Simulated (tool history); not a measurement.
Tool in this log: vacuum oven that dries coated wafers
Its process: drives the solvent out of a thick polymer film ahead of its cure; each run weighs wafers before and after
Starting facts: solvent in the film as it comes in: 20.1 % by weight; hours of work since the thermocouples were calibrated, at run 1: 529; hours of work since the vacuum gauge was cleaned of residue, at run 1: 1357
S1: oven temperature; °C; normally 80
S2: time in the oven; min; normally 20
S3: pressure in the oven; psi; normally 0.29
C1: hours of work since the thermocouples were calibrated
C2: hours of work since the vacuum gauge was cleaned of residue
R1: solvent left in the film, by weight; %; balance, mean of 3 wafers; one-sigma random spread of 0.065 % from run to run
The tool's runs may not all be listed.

run	hour	S1	S2	S3	C1	C2	R1
1	0	80	20	0.29	529	1357	5.32
2	97.2	72	20	0.29	583	1411	7.68
3	172.6	72	20	0.29	624	1453	7.68
4	230.8	72	20	0.29	656	1485	7.46
5	296.8	72	20	0.29	693	1521	7.64
6	357.3	72	20	0.29	726	1554	7.66
7	401.1	72	20	0.29	750	1578	7.64
8	477.3	72	20	0.29	792	1620	7.6
9	569.7	80	20	0.29	843	1671	5.31
10	675.2	80	20	0.534	901	1729	6.17
# hour 688: oven's thermocouples calibrated
11	742.7	80	20	0.534	30	1765	6.57
12	845	75	20	0.534	86	1822	8.12
13	901.7	80	20	0.29	118	1853	5.52
14	986.3	80	20	0.29	164	1900	5.6
15	1090.6	80	20	0.29	222	1957	5.56
# hour 1121.4: vacuum gauge cleaned of residue and calibrated
16	1185.9	80	20	0.29	273	35	5.66
17	1292.9	80	10	0.29	332	94	9.37
18	1368.5	80	20	0.29	374	136	5.87
19	1449.1	80	20	0.29	418	180	5.8
20	1519.2	80	20	0.29	457	219	5.92
# hour 1529.7: vacuum gauge cleaned of residue and calibrated, once more
21	1582.8	66	20	0.29	491	29	9.16
22	1631.1	66	20	0.29	518	56	9.2
23	1737.7	80	24	0.29	576	115	4.23
24	1836.9	67	24	0.197	631	169	7.43
25	1901.3	79	13	0.318	667	205	7.91
26	1948.6	79	13	0.318	693	231	7.99
27	2010.6	68	20	0.348	727	265	8.79
28	2090.5	87	20	0.345	771	309	3.72
29	2184.7	87	20	0.345	823	361	3.55
30	2290.7	80	16	0.825	881	419	8.51
# hour 2340.8: oven's thermocouples calibrated
31	2393.8	80	16	0.425	29	475	7.08
32	2479.7	80	22	0.287	77	522	4.95
33	2540.6	80	28	0.216	110	556	3.45
34	2604.4	76	14	0.37	145	591	8.57
35	2661.6	76	14	0.37	177	622	8.66
36	2717.1	76	14	0.425	207	653	9.04
37	2807.4	74	12	0.215	257	703	9.43
38	2875.2	83	22	1.027	294	740	6.89
39	2968.7	85	17	0.29	346	791	4.89
40	3014.1	85	17	0.29	371	816	5.06
41	3083.2	85	35	0.29	409	854	2.06
42	3185.7	85	35	0.571	465	911	3.2
43	3252	85	35	0.571	502	947	3.19
44	3354.1	74	21	0.669	558	1004	8.67
45	3420.5	74	21	0.669	595	1040	8.46
46	3497.6	74	21	0.669	637	1083	8.62

Forecast each of these 4 alternatives for the next run:
A	3596	74	34	0.264	691	1137	?
B	3596	68	14	0.47	691	1137	?
C	3596	90	15	0.647	691	1137	?
D	3596	66	34	0.925	691	1137	?

run	R1
A	4.24
B	11.37
C	5.36
D	11
What these runs would have given with no unlogged condition in the tool:
run	R1
A	3.93
B	11.13
C	5.22
D	10.62
